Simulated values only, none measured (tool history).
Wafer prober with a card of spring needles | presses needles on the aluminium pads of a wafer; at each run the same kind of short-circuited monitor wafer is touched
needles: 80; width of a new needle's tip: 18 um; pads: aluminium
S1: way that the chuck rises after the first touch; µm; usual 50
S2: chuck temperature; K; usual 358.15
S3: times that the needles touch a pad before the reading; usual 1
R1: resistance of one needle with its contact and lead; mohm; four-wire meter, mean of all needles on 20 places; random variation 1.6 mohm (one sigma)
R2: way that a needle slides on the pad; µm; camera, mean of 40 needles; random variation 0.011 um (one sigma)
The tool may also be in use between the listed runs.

run,hour,S1,S2,S3,R1,R2
1,0.0,50,358.15,1,151,11.56
2,8.9,50,358.15,2,153,11.57
# hour 13.9: tips cleaned on abrasive film
3,18.7,50,358.15,2,153,11.55
# hour 27.8: tips cleaned on abrasive film
4,33.4,50,358.15,2,149,11.54
# hour 41.3: tips cleaned on abrasive film
5,48.7,50,358.15,2,148,11.52
# hour 55.3: tips cleaned on abrasive film
6,61.4,50,358.15,1,151,11.53
# hour 69.5: tips cleaned on abrasive film
7,69.5,50,358.15,1,152,11.48
8,81.6,50,346.15,1,150,11.49
# hour 82.7: tips cleaned on abrasive film
9,92.9,50,346.15,1,146,11.46
# hour 96.6: tips cleaned on abrasive film
10,108.1,50,358.15,1,151,11.45
# hour 110.9: tips cleaned on abrasive film
# hour 114.4: height of the first contact set anew
11,122.0,50,358.15,1,149,11.45
# hour 124.5: tips cleaned on abrasive film
12,136.2,50,358.15,1,148,11.44
# hour 138.6: tips cleaned on abrasive film
13,149.6,50,300.15,1,140,11.42
# hour 152.6: tips cleaned on abrasive film
14,159.3,33,358.15,1,167,7.52
# hour 167.1: tips cleaned on abrasive film
15,168.9,33,358.15,1,167,7.55
# hour 181.1: tips cleaned on abrasive film
16,184.8,33,358.15,1,169,7.53
# hour 195.1: tips cleaned on abrasive film
17,197.6,33,358.15,1,166,7.52
# hour 208.5: tips cleaned on abrasive film
18,210.6,33,358.15,1,165,7.50
# hour 221.7: tips cleaned on abrasive film
19,221.7,50,380.15,1,154,11.34
20,233.3,30,312.15,2,162,6.79
# hour 235.3: tips cleaned on abrasive film
# hour 246.6: gauge calibrated
21,246.6,33,301.15,1,154,7.63
# hour 248.4: height of the first contact set anew
# hour 249.7: tips cleaned on abrasive film
22,256.6,60,312.15,3,139,13.87
# hour 263.6: tips cleaned on abrasive film
23,264.2,50,358.15,1,152,11.54
# hour 276.8: tips cleaned on abrasive film
24,279.9,66,301.15,2,132,15.23
# hour 290.1: tips cleaned on abrasive film
25,296.2,66,301.15,2,133,15.22
# hour 304.0: tips cleaned on abrasive film
26,312.5,47,301.15,2,142,10.84
# hour 318.4: tips cleaned on abrasive film
27,323.4,47,301.15,2,138,10.80
# hour 331.9: tips cleaned on abrasive film
28,336.2,59,320.15,3,137,13.56
# hour 345.9: tips cleaned on abrasive film
29,352.4,63,336.15,2,139,14.45
# hour 359.8: tips cleaned on abrasive film
30,365.4,39,344.15,1,155,8.93
# hour 373.2: tips cleaned on abrasive film
31,373.2,56,367.15,1,149,12.81
# hour 382.0: height of the first contact set anew
32,382.7,56,367.15,1,152,12.82
# hour 387.6: tips cleaned on abrasive film
33,396.5,51,310.15,2,139,11.65
# hour 400.8: tips cleaned on abrasive film
34,410.1,50,354.15,3,153,11.41

Hidden state or all else? Some run-to-run changes of R2, split into what the settings, what came in and random variation would give without the hidden state, and what is left for the hidden state (with any gauge scatter that isn't in both results):
The hidden state here: debris on the tips, nm; way that the needles fall short of the set height, um; tips' diameter, um; drift of the gauge itself on contact_mohm, %; drift of the gauge itself on scrub_um, %.
Run 18 -> 19: S1 33 -> 50, S2 358.15 -> 380.15, tips cleaned on abrasive film. R2 +3.84 µm: hidden state -0.08, all else +3.92.
Run 19 -> 20: S1 50 -> 30, S2 380.15 -> 312.15, S3 1 -> 2. R2 -4.55 µm: hidden state +0.08, all else -4.63.
Run 20 -> 21: S1 30 -> 33, S2 312.15 -> 301.15, S3 2 -> 1, tips cleaned on abrasive film, gauge calibrated. R2 +0.84 µm: hidden state +0.14, all else +0.70.
Run 21 -> 22: S1 33 -> 60, S2 301.15 -> 312.15, S3 1 -> 3, height of the first contact set anew, tips cleaned on abrasive film. R2 +6.24 µm: hidden state -0.02, all else +6.26.
Run 29 -> 30: S1 63 -> 39, S2 336.15 -> 344.15, S3 2 -> 1, tips cleaned on abrasive film. R2 -5.52 µm: hidden state +0.04, all else -5.56.
